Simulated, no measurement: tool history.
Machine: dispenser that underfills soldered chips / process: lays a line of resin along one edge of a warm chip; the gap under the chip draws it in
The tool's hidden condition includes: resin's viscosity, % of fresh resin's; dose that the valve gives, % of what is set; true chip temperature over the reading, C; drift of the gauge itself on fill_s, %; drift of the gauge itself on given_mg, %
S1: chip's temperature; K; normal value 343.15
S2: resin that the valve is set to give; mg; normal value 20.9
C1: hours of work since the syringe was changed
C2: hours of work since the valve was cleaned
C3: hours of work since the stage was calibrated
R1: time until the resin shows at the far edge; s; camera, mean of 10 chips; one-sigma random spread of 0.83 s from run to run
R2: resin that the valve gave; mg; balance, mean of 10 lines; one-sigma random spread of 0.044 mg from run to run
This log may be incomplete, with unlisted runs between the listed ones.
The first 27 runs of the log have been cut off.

{"hour": 223.5, "done": "new syringe of resin"}
{"hour": 230.8, "done": "stage's temperature calibrated"}
{"run": 28, "hour": 232.3, "S1": 333.15, "S2": 24.8, "C1": 5, "C2": 56, "C3": 1, "R1": 153, "R2": 23.84}
{"hour": 236.6, "done": "new syringe of resin"}
{"run": 29, "hour": 244.5, "S1": 333.15, "S2": 25.5, "C1": 5, "C2": 64, "C3": 9, "R1": 153.7, "R2": 24.4}
{"hour": 248.2, "done": "new syringe of resin"}
{"run": 30, "hour": 249.9, "S1": 333.15, "S2": 25.5, "C1": 1, "C2": 67, "C3": 12, "R1": 119.4, "R2": 24.53}
{"hour": 254.9, "done": "dispensing valve cleaned and set on the balance"}
{"run": 31, "hour": 259.1, "S1": 329.15, "S2": 18.9, "C1": 6, "C2": 3, "C3": 17, "R1": 208.1, "R2": 18.81}
{"hour": 261.4, "done": "new syringe of resin"}
{"run": 32, "hour": 266.3, "S1": 354.15, "S2": 26.1, "C1": 3, "C2": 7, "C3": 21, "R1": 56.9, "R2": 26.1}
{"hour": 273.3, "done": "new syringe of resin"}
{"run": 33, "hour": 278.3, "S1": 333.15, "S2": 18, "C1": 3, "C2": 15, "C3": 29, "R1": 148.3, "R2": 17.75}
{"run": 34, "hour": 283.5, "S1": 345.15, "S2": 22.6, "C1": 7, "C2": 18, "C3": 32, "R1": 106.8, "R2": 22.42}
{"hour": 285.4, "done": "new syringe of resin"}
{"run": 35, "hour": 289.4, "S1": 339.15, "S2": 22.2, "C1": 3, "C2": 22, "C3": 36, "R1": 102.8, "R2": 21.99}
{"run": 36, "hour": 295.5, "S1": 342.15, "S2": 22.4, "C1": 6, "C2": 25, "C3": 40, "R1": 117.1, "R2": 22.1}

Each row is a separate what-if for the run after 36, all from the same tool condition, not one after another. Results?
{"hour": 297.6, "done": "new syringe of resin"}
{"run": "A", "hour": 307.1, "S1": 339.15, "S2": 19, "C1": 6, "C2": 33, "C3": 47, "R1": "?", "R2": "?"}
{"hour": 297.6, "done": "new syringe of resin"}
{"run": "B", "hour": 307.1, "S1": 328.15, "S2": 20.3, "C1": 6, "C2": 33, "C3": 47, "R1": "?", "R2": "?"}
{"hour": 297.6, "done": "new syringe of resin"}
{"run": "C", "hour": 307.1, "S1": 332.15, "S2": 22.8, "C1": 6, "C2": 33, "C3": 47, "R1": "?", "R2": "?"}

run=A R1=135 R2=18.6
run=B R1=206.3 R2=19.98
run=C R1=171.1 R2=22.42
Take away the tool's hidden state, keep each run's random variation, and the runs would have read:
run=A R1=92.5 R2=18.96
run=B R1=141.6 R2=20.36
run=C R1=117.8 R2=22.85
